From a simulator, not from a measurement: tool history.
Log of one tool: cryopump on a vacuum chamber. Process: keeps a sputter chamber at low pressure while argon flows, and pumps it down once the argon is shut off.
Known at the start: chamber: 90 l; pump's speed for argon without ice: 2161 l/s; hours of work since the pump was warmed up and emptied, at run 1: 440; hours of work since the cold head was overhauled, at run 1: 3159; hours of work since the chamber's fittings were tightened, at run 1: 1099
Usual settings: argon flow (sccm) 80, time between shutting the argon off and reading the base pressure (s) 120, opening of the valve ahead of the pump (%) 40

run	day	argon flow (sccm)	time between shutting the argon off and reading the base pressure (s)	opening of the valve ahead of the pump (%)	hours of work since the pump was warmed up and emptied	hours of work since the cold head was overhauled	hours of work since the chamber's fittings were tightened	pressure while argon flows (Pa)	pressure after the wait (uPa)
1	0.000	80	120	40	440	3159	1099	0.1709	2.19
2	3.871	80	120	26	513	3232	1172	0.2586	2.34
3	6.267	80	120	40	558	3277	1217	0.1777	2.43
# day 8.450: leaking fittings of the chamber tightened, without venting
4	8.958	80	120	40	607	3326	10	0.1788	0.58
# day 10.938: pump warmed up, emptied and cooled again
5	13.054	80	72	40	40	3400	83	0.1612	0.89
6	16.912	80	72	40	113	3472	155	0.1619	0.99
7	19.050	80	24	40	153	3513	196	0.1640	2.31
8	22.179	80	46	40	212	3571	255	0.1668	1.52
9	25.183	80	46	40	268	3628	311	0.1663	1.57
10	28.504	80	46	40	331	3691	374	0.1697	1.75
11	32.758	80	46	40	411	3771	454	0.1730	1.84
12	37.396	80	46	40	498	3858	541	0.1761	1.97
13	42.179	80	46	40	588	3948	631	0.1808	2.27
# day 45.271: pump warmed up, emptied and cooled again
14	45.888	125	47	18	12	4014	697	0.5543	1.99
15	50.388	125	47	18	96	4099	782	0.5562	2.19
16	52.558	125	47	18	137	4140	823	0.5532	2.18
17	55.642	42	47	24	195	4198	881	0.1414	2.36
18	57.992	42	107	24	240	4242	925	0.1439	1.93
19	62.017	42	107	24	315	4318	1001	0.1447	2.06
20	64.788	42	107	24	368	4370	1053	0.1452	2.18
21	69.108	42	63	26	449	4452	1135	0.1373	2.76
22	72.512	40	35	26	513	4516	1199	0.1321	3.45
23	75.112	40	71	26	562	4565	1248	0.1331	2.92
# day 75.600: leaking fittings of the chamber tightened, without venting
# day 79.646: pump warmed up, emptied and cooled again
24	79.838	58	263	16	4	4648	76	0.2902	0.44
25	83.454	80	85	22	72	4716	144	0.2928	0.90

Forecast each of these 5 alternatives for the next run:
A	86.883	66	85	22	136	4781	209	?	?
B	86.883	80	54	36	136	4781	209	?	?
C	86.883	98	43	22	136	4781	209	?	?
D	86.883	78	212	34	136	4781	209	?	?
E	86.883	78	85	28	136	4781	209	?	?

run	pressure while argon flows (Pa)	pressure after the wait (uPa)
A	0.2401	0.99
B	0.1825	1.31
C	0.3593	1.49
D	0.1865	0.68
E	0.2256	1.00
Without the tool's hidden state the same runs would have given:
run	pressure while argon flows (Pa)	pressure after the wait (uPa)
A	0.2330	0.66
B	0.1738	0.99
C	0.3486	1.17
D	0.1781	0.35
E	0.2172	0.67
